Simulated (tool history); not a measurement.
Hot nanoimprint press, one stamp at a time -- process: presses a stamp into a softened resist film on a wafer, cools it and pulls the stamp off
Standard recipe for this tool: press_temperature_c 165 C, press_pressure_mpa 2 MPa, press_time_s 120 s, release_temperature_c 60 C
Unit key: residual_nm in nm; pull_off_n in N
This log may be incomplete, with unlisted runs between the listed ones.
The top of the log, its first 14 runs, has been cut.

run,hour,press_temperature_c,press_pressure_mpa,press_time_s,release_temperature_c,residual_nm,pull_off_n
15,108,165,2,169,60,86.9,180
16,117.2,160,2,73,59,137.5,184
17,122.6,169,1.35,180,64,87.1,158
18,128.6,169,2,93,65,93.8,161
19,137.2,169,2,93,55,93.9,205
20,147.5,165,1.28,80,60,137.4,184
21,152.9,165,1.28,80,60,137.2,188
22,158.4,156,1.24,80,63,178,175
23,164.8,165,2,69,60,119.9,182
24,173.8,165,1.65,136,60,101.6,179
25,180.6,165,1.65,136,60,102.1,184
26,186,170,3.02,116,60,66.7,180
27,190.3,175,3.02,108,60,58.7,178
28,194.9,170,1.33,108,66,103,164
29,199.7,165,1.53,120,60,109.7,181
30,204.1,175,1.46,129,53,79.5,208

Forecast each of these 4 alternatives for the next run:
A,210.3,175,2.66,71,56,?,?
B,210.3,165,2,144,60,?,?
C,210.3,157,2.21,105,53,?,?
D,210.3,175,2.41,129,62,?,?

run,residual_nm,pull_off_n
A,73.9,199
B,91.2,186
C,129.2,205
D,61.2,179
With no hidden state in the tool, these same runs would have given:
run,residual_nm,pull_off_n
A,75.3,157
B,93.9,147
C,132.9,161
D,62.5,142
